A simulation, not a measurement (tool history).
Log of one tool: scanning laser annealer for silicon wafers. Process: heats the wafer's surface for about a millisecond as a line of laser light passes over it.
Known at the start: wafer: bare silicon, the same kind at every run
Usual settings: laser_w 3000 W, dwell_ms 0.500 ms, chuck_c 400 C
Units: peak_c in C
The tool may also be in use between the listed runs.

{"run": 1, "hour": 0.0, "laser_w": 3000, "dwell_ms": 0.5, "chuck_c": 400, "peak_c": 1150}
{"run": 2, "hour": 57.5, "laser_w": 3184, "dwell_ms": 0.5, "chuck_c": 400, "peak_c": 1196}
{"hour": 93.9, "done": "window over the wafer cleaned"}
{"run": 3, "hour": 101.5, "laser_w": 3184, "dwell_ms": 0.5, "chuck_c": 400, "peak_c": 1242}
{"run": 4, "hour": 148.1, "laser_w": 3000, "dwell_ms": 0.5, "chuck_c": 400, "peak_c": 1189}
{"run": 5, "hour": 230.2, "laser_w": 3000, "dwell_ms": 0.5, "chuck_c": 400, "peak_c": 1182}
{"run": 6, "hour": 306.0, "laser_w": 2642, "dwell_ms": 0.5, "chuck_c": 400, "peak_c": 1083}
{"run": 7, "hour": 393.8, "laser_w": 2642, "dwell_ms": 0.5, "chuck_c": 400, "peak_c": 1084}
{"run": 8, "hour": 450.4, "laser_w": 2642, "dwell_ms": 0.5, "chuck_c": 400, "peak_c": 1082}
{"run": 9, "hour": 530.0, "laser_w": 3156, "dwell_ms": 0.5, "chuck_c": 400, "peak_c": 1205}
{"run": 10, "hour": 607.7, "laser_w": 3156, "dwell_ms": 0.5, "chuck_c": 400, "peak_c": 1199}
{"run": 11, "hour": 678.0, "laser_w": 3000, "dwell_ms": 0.5, "chuck_c": 400, "peak_c": 1156}
{"run": 12, "hour": 769.7, "laser_w": 3000, "dwell_ms": 0.464, "chuck_c": 400, "peak_c": 1127}
{"run": 13, "hour": 821.0, "laser_w": 3000, "dwell_ms": 0.464, "chuck_c": 400, "peak_c": 1126}
{"run": 14, "hour": 894.2, "laser_w": 3166, "dwell_ms": 0.573, "chuck_c": 387, "peak_c": 1220}
{"run": 15, "hour": 935.6, "laser_w": 3166, "dwell_ms": 0.573, "chuck_c": 387, "peak_c": 1217}
{"hour": 987.4, "done": "window over the wafer cleaned"}
{"run": 16, "hour": 1021.3, "laser_w": 2591, "dwell_ms": 0.416, "chuck_c": 410, "peak_c": 1034}
{"run": 17, "hour": 1065.0, "laser_w": 2618, "dwell_ms": 0.611, "chuck_c": 414, "peak_c": 1160}
{"run": 18, "hour": 1146.6, "laser_w": 2843, "dwell_ms": 0.611, "chuck_c": 400, "peak_c": 1208}
{"run": 19, "hour": 1211.1, "laser_w": 3144, "dwell_ms": 0.5, "chuck_c": 363, "peak_c": 1168}
{"run": 20, "hour": 1282.4, "laser_w": 2554, "dwell_ms": 0.456, "chuck_c": 432, "peak_c": 1060}
{"hour": 1346.9, "done": "optics aligned, line set to its width"}
{"run": 21, "hour": 1346.9, "laser_w": 2664, "dwell_ms": 0.557, "chuck_c": 433, "peak_c": 1159}
{"run": 22, "hour": 1426.4, "laser_w": 2664, "dwell_ms": 0.557, "chuck_c": 433, "peak_c": 1157}
{"run": 23, "hour": 1473.6, "laser_w": 3201, "dwell_ms": 0.392, "chuck_c": 403, "peak_c": 1138}
{"run": 24, "hour": 1530.7, "laser_w": 3235, "dwell_ms": 0.412, "chuck_c": 364, "peak_c": 1117}
{"run": 25, "hour": 1578.9, "laser_w": 3218, "dwell_ms": 0.548, "chuck_c": 430, "peak_c": 1279}
{"run": 26, "hour": 1645.5, "laser_w": 3000, "dwell_ms": 0.407, "chuck_c": 400, "peak_c": 1094}

Forecast each of these 4 alternatives for the next run:
{"run": "A", "hour": 1691.0, "laser_w": 2675, "dwell_ms": 0.559, "chuck_c": 400, "peak_c": "?"}
{"run": "B", "hour": 1691.0, "laser_w": 3000, "dwell_ms": 0.407, "chuck_c": 383, "peak_c": "?"}
{"run": "C", "hour": 1691.0, "laser_w": 2918, "dwell_ms": 0.61, "chuck_c": 378, "peak_c": "?"}
{"run": "D", "hour": 1691.0, "laser_w": 2618, "dwell_ms": 0.502, "chuck_c": 400, "peak_c": "?"}

run=A peak_c=1112
run=B peak_c=1067
run=C peak_c=1184
run=D peak_c=1060
Without the tool's hidden state the same runs would have given:
run=A peak_c=1159
run=B peak_c=1113
run=C peak_c=1237
run=D peak_c=1104
